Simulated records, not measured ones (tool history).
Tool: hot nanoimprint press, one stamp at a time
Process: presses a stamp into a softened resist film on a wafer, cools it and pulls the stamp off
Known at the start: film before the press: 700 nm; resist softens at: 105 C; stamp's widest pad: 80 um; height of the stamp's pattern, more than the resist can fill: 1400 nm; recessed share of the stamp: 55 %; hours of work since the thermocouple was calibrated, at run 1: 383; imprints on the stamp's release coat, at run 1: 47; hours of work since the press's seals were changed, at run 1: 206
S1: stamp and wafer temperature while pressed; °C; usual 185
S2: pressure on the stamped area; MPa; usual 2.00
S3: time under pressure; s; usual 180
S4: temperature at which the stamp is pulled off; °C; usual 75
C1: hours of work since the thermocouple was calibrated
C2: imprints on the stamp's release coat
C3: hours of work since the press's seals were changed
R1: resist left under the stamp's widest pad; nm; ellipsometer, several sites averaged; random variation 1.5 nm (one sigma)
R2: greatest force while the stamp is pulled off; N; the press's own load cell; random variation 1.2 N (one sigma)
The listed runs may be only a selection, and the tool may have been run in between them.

Run 1, hour 0.0: usual settings; C1 383; C2 47; C3 206. Result: R1 394.8 nm, R2 103 N.
Run 2, hour 5.4: usual settings; C1 386; C2 59; C3 209. Result: R1 392.2 nm, R2 103 N.
Run 3, hour 12.0: usual settings but S4 61 °C; C1 390; C2 73; C3 213. Result: R1 392.0 nm, R2 115 N.
At hour 20.8: plate thermocouple calibrated.
Run 4, hour 27.4: usual settings but S1 176 °C; C1 4; C2 99; C3 221. Result: R1 515.3 nm, R2 101 N.
Run 5, hour 34.6: usual settings; C1 9; C2 115; C3 225. Result: R1 366.8 nm, R2 105 N.
Run 6, hour 40.8: usual settings but S4 82 °C; C1 13; C2 128; C3 229. Result: R1 367.0 nm, R2 97 N.
Run 7, hour 50.1: usual settings but S3 259 s, S4 82 °C; C1 18; C2 148; C3 235. Result: R1 321.1 nm, R2 97 N.
Run 8, hour 59.0: usual settings but S3 259 s, S4 82 °C; C1 24; C2 167; C3 241. Result: R1 318.0 nm, R2 97 N.
Run 9, hour 68.6: usual settings but S3 259 s, S4 82 °C; C1 30; C2 188; C3 247. Result: R1 320.0 nm, R2 97 N.
Run 10, hour 79.9: usual settings but S3 259 s, S4 82 °C; C1 37; C2 212; C3 254. Result: R1 316.5 nm, R2 98 N.
Run 11, hour 88.4: usual settings but S3 259 s, S4 82 °C; C1 42; C2 230; C3 259. Result: R1 321.1 nm, R2 97 N.
Run 12, hour 95.8: usual settings; C1 47; C2 246; C3 264. Result: R1 368.4 nm, R2 106 N.
Run 13, hour 107.0: usual settings but S3 182 s; C1 54; C2 270; C3 271. Result: R1 366.4 nm, R2 106 N.
Run 14, hour 115.8: usual settings; C1 59; C2 289; C3 276. Result: R1 366.2 nm, R2 106 N.
Run 15, hour 122.6: usual settings; C1 64; C2 304; C3 281. Result: R1 371.1 nm, R2 106 N.
Run 16, hour 135.0: usual settings but S1 195 °C, S2 1.54 MPa, S3 185 s, S4 65 °C; C1 72; C2 330; C3 288. Result: R1 261.5 nm, R2 118 N.
Run 17, hour 143.5: usual settings but S1 192 °C, S2 1.54 MPa, S3 107 s, S4 65 °C; C1 77; C2 348; C3 294. Result: R1 367.3 nm, R2 116 N.
Run 18, hour 155.3: usual settings but S1 192 °C, S2 1.21 MPa, S3 202 s, S4 73 °C; C1 84; C2 374; C3 301. Result: R1 315.7 nm, R2 109 N.
Run 19, hour 164.4: usual settings but S1 192 °C, S2 1.21 MPa, S3 202 s, S4 73 °C; C1 90; C2 393; C3 307. Result: R1 317.9 nm, R2 109 N.
Run 20, hour 173.9: usual settings but S1 192 °C, S2 1.75 MPa, S3 202 s, S4 74 °C; C1 96; C2 413; C3 313. Result: R1 274.3 nm, R2 110 N.
Run 21, hour 183.9: usual settings but S1 176 °C; C1 102; C2 435; C3 319. Result: R1 518.3 nm, R2 110 N.
Run 22, hour 192.7: usual settings but S1 176 °C, S3 246 s, S4 77 °C; C1 108; C2 454; C3 324. Result: R1 480.0 nm, R2 106 N.
Run 23, hour 204.9: usual settings but S1 191 °C, S2 1.66 MPa, S3 239 s; C1 115; C2 480; C3 332. Result: R1 274.0 nm, R2 112 N.
Run 24, hour 215.4: usual settings but S1 191 °C, S2 1.66 MPa, S3 99 s, S4 68 °C; C1 122; C2 503; C3 339. Result: R1 386.9 nm, R2 120 N.
Run 25, hour 222.0: usual settings but S1 191 °C, S2 1.66 MPa, S3 99 s, S4 68 °C; C1 126; C2 517; C3 343. Result: R1 388.9 nm, R2 116 N.
Run 26, hour 228.4: usual settings but S2 1.44 MPa; C1 130; C2 530; C3 347. Result: R1 417.2 nm, R2 111 N.
Run 27, hour 236.5: usual settings but S1 196 °C, S2 2.24 MPa, S3 132 s, S4 71 °C; C1 135; C2 548; C3 352. Result: R1 250.2 nm, R2 115 N.
Run 28, hour 244.5: usual settings but S1 186 °C, S2 1.36 MPa; C1 140; C2 565; C3 357. Result: R1 409.3 nm, R2 110 N.
Run 29, hour 254.0: usual settings but S1 186 °C, S2 1.36 MPa; C1 146; C2 585; C3 363. Result: R1 409.7 nm, R2 114 N.

Each row is a separate what-if for the run after 29, all from the same tool condition, not one after another. Results?
Run A, hour 262.2: usual settings but S1 186 °C, S2 1.36 MPa, S3 154 s; C1 151; C2 603; C3 368. Result: R1 ?, R2 ?.
Run B, hour 262.2: usual settings but S4 66 °C; C1 151; C2 603; C3 368. Result: R1 ?, R2 ?.
Run C, hour 262.2: usual settings but S1 188 °C, S3 310 s, S4 74 °C; C1 151; C2 603; C3 368. Result: R1 ?, R2 ?.
Run D, hour 262.2: usual settings but S1 178 °C, S2 1.36 MPa; C1 151; C2 603; C3 368. Result: R1 ?, R2 ?.

run     R1   R2
  A  431.0  112
  B  372.8  123
  C  261.9  114
  D  531.3  111
Without the tool's unlogged condition, the same runs would have read:
run     R1   R2
  A  418.9   99
  B  360.2  109
  C  251.8  101
  D  520.0   98

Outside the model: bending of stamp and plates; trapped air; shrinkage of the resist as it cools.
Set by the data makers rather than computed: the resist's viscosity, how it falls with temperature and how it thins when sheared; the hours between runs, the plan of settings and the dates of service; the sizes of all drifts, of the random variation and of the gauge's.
